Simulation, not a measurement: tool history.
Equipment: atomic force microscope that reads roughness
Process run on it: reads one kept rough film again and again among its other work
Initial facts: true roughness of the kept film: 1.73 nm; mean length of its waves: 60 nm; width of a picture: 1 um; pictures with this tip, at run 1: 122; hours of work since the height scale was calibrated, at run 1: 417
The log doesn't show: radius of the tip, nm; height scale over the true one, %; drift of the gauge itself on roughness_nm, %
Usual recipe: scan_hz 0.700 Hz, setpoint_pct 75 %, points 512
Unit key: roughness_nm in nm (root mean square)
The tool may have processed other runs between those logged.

run	day	scan_hz	setpoint_pct	points	pictures with this tip	hours of work since the height scale was calibrated	roughness_nm
1	0.000	0.700	75	512	122	417	1.567
# day 0.188: new tip fitted
2	1.642	0.700	68	512	71	441	1.617
# day 3.058: new tip fitted
3	4.067	0.700	75	512	49	476	1.603
# day 5.792: new tip fitted
4	5.792	0.700	75	512	0	502	1.622
5	8.325	0.700	75	512	125	539	1.570
# day 8.546: new tip fitted
6	11.133	0.700	75	512	128	580	1.572
# day 11.354: new tip fitted
7	12.988	0.700	75	512	81	608	1.587
# day 14.179: new tip fitted
8	14.692	0.700	75	512	26	633	1.607
9	15.971	0.700	75	512	88	652	1.592
# day 17.042: new tip fitted
10	17.538	0.700	75	512	24	675	1.604
# day 19.771: new tip fitted
11	19.958	0.700	67	512	9	710	1.653
12	21.475	2.319	67	755	84	733	1.492
# day 22.521: new tip fitted
13	24.071	0.528	85	399	77	771	1.571
# day 25.179: new tip fitted
14	26.683	0.528	85	399	74	809	1.571
# day 27.958: new tip fitted
15	28.800	0.765	75	512	42	840	1.592
16	30.475	0.765	75	512	124	865	1.557
# day 30.662: new tip fitted
17	31.925	0.765	75	512	62	886	1.588
# day 33.300: new tip fitted
18	34.388	0.765	75	512	54	923	1.589
# day 36.062: new tip fitted
19	37.017	2.975	59	512	47	961	1.548
# day 38.775: new tip fitted
20	39.688	0.867	59	407	45	1001	1.647
# day 41.442: new tip fitted
21	42.800	0.867	59	407	67	1046	1.649

Hidden state or all else? Some run-to-run changes of roughness_nm, split into what the settings, what came in and random variation would give without the hidden state, and what is left for the hidden state (with any gauge scatter that isn't in both results):
Run 4 -> 5: settings left as they were, no log entry in between. roughness_nm -0.052 nm (root mean square): hidden state -0.047, all else -0.005.
Run 11 -> 12: scan_hz 0.700 -> 2.319, points 512 -> 755. roughness_nm -0.161 nm (root mean square): hidden state -0.026, all else -0.135.
Run 15 -> 16: settings left as they were, no log entry in between. roughness_nm -0.035 nm (root mean square): hidden state -0.032, all else -0.003.
Run 19 -> 20: scan_hz 2.975 -> 0.867, points 512 -> 407, new tip fitted. roughness_nm +0.099 nm (root mean square): hidden state -0.002, all else +0.101.
